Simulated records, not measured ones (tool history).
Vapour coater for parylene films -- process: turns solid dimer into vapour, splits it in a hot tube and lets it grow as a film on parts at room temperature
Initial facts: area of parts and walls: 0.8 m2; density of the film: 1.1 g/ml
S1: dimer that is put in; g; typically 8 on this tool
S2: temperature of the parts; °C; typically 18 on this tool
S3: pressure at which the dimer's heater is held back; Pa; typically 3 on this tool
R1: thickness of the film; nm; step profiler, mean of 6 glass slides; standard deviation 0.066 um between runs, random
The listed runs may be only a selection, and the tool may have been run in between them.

{"run": 1, "hour": 0.0, "S1": 8, "S2": 18, "S3": 3, "R1": 7630}
{"run": 2, "hour": 25.2, "S1": 8, "S2": 19, "S3": 3, "R1": 7430}
{"run": 3, "hour": 47.4, "S1": 8, "S2": 19, "S3": 3, "R1": 7450}
{"run": 4, "hour": 72.6, "S1": 8, "S2": 19, "S3": 3, "R1": 7430}
{"run": 5, "hour": 94.9, "S1": 8, "S2": 18, "S3": 3, "R1": 7420}
{"run": 6, "hour": 114.8, "S1": 8, "S2": 18, "S3": 3, "R1": 7510}
{"run": 7, "hour": 130.3, "S1": 8, "S2": 18, "S3": 3, "R1": 7510}

Run 8 is up next; what results do you expect?
{"run": 8, "hour": 158.3, "S1": 11, "S2": 16, "S3": 3, "R1": "?"}

Run 8 yielded R1 10570 nm.
If the tool had no hidden condition, the same run with the same run-to-run variation would have returned R1 11120 nm.

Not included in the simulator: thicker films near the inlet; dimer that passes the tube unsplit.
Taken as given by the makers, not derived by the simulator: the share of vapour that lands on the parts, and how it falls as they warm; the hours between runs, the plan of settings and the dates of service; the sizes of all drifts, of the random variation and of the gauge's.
